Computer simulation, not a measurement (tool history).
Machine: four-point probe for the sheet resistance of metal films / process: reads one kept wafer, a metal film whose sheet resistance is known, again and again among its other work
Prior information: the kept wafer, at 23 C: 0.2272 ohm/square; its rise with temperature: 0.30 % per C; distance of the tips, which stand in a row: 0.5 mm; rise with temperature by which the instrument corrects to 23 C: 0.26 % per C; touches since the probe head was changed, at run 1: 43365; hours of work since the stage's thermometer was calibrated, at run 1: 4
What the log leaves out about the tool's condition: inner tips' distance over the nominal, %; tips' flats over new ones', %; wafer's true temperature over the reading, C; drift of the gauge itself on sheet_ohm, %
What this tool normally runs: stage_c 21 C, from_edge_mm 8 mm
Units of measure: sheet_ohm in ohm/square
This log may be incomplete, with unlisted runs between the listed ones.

| run | day | stage_c | from_edge_mm | touches since the probe head was changed | hours of work since the stage's thermometer was calibrated | sheet_ohm |
|---|---|---|---|---|---|---|
| 1 | 0 | 21 | 8 | 43365 | 4 | 0.224214 |
| 2 | 1.946 | 21 | 8 | 45301 | 35 | 0.224017 |
| 3 | 3.75 | 21 | 8 | 47093 | 63 | 0.22409 |
| 4 | 6.608 | 21 | 8 | 49940 | 109 | 0.224057 |
| 5 | 9.675 | 34 | 8 | 52990 | 158 | 0.225033 |
| 6 | 11.654 | 34 | 33 | 54960 | 189 | 0.224603 |
| 7 | 14.433 | 34 | 33 | 57725 | 233 | 0.224398 |
| 8 | 16.042 | 34 | 33 | 59324 | 259 | 0.2244 |
| 9 | 17.429 | 34 | 33 | 60707 | 281 | 0.224418 |
| 10 | 20.038 | 21 | 10 | 63300 | 322 | 0.223615 |
| 11 | 22.246 | 21 | 8 | 65497 | 358 | 0.223574 |
| 12 | 23.846 | 21 | 8 | 67088 | 383 | 0.223623 |
| 13 | 26.696 | 21 | 8 | 69926 | 428 | 0.223544 |
|  | 26.971 | stage's thermometer calibrated |
| 14 | 29.017 | 30 | 8 | 72214 | 33 | 0.224147 |
| 15 | 31.892 | 22 | 8 | 75073 | 78 | 0.223464 |
| 16 | 34.812 | 22 | 8 | 77981 | 125 | 0.223352 |
| 17 | 37.088 | 22 | 8 | 80243 | 161 | 0.223282 |
| 18 | 39.675 | 21 | 8 | 82816 | 202 | 0.223214 |
| 19 | 41.846 | 21 | 8 | 84975 | 237 | 0.223096 |
|  | 43.638 | stage's thermometer calibrated, once more |
| 20 | 44.933 | 21 | 8 | 88026 | 21 | 0.223235 |
| 21 | 46.788 | 21 | 8 | 89872 | 50 | 0.223192 |
| 22 | 48.788 | 35 | 8 | 91862 | 82 | 0.224364 |
| 23 | 51.042 | 21 | 72 | 94103 | 118 | 0.222603 |
| 24 | 54.158 | 21 | 72 | 97206 | 167 | 0.222569 |
| 25 | 56.962 | 25 | 6 | 99995 | 212 | 0.223627 |
| 26 | 58.504 | 21 | 14 | 101529 | 236 | 0.222676 |
| 27 | 61.092 | 21 | 14 | 104103 | 278 | 0.222529 |
| 28 | 64.008 | 19 | 27 | 107005 | 324 | 0.222171 |
| 29 | 66.275 | 32 | 8 | 109260 | 360 | 0.223665 |
| 30 | 68.208 | 32 | 28 | 111184 | 391 | 0.223142 |
| 31 | 70.2 | 23 | 4 | 113165 | 423 | 0.224251 |
| 32 | 72.492 | 23 | 4 | 115446 | 459 | 0.224188 |
| 33 | 75.571 | 23 | 4 | 118508 | 508 | 0.224016 |
| 34 | 78.696 | 20 | 15 | 121619 | 558 | 0.222002 |
| 35 | 80.258 | 20 | 15 | 123172 | 583 | 0.221952 |
| 36 | 82.067 | 29 | 7 | 124969 | 611 | 0.22317 |
| 37 | 83.508 | 28 | 46 | 126405 | 634 | 0.222484 |
| 38 | 84.871 | 24 | 57 | 127763 | 656 | 0.222019 |
| 39 | 87.325 | 32 | 3 | 130203 | 695 | 0.22609 |
| 40 | 88.879 | 29 | 6 | 131748 | 720 | 0.223161 |
| 41 | 91.288 | 21 | 62 | 134146 | 758 | 0.221666 |
| 42 | 92.883 | 34 | 41 | 135732 | 783 | 0.222782 |
| 43 | 95.675 | 34 | 41 | 138512 | 828 | 0.222686 |
|  | 98.921 | new probe head fitted |
| 44 | 98.921 | 26 | 8 | 0 | 879 | 0.226723 |
| 45 | 100.367 | 19 | 58 | 1440 | 902 | 0.225579 |
| 46 | 102.854 | 19 | 58 | 3913 | 941 | 0.225363 |

Branching from run 46: 3 alternative next runs. What would each branch give?
| A | 104.571 | 26 | 40 | 5622 | 969 | ? |
| B | 104.571 | 26 | 8 | 5622 | 969 | ? |
| C | 104.571 | 18 | 7 | 5622 | 969 | ? |

| run | sheet_ohm |
|---|---|
| A | 0.226122 |
| B | 0.226483 |
| C | 0.22593 |
Without the tool's unlogged condition, the same runs would have read:
| run | sheet_ohm |
|---|---|
| A | 0.227513 |
| B | 0.227876 |
| C | 0.227325 |
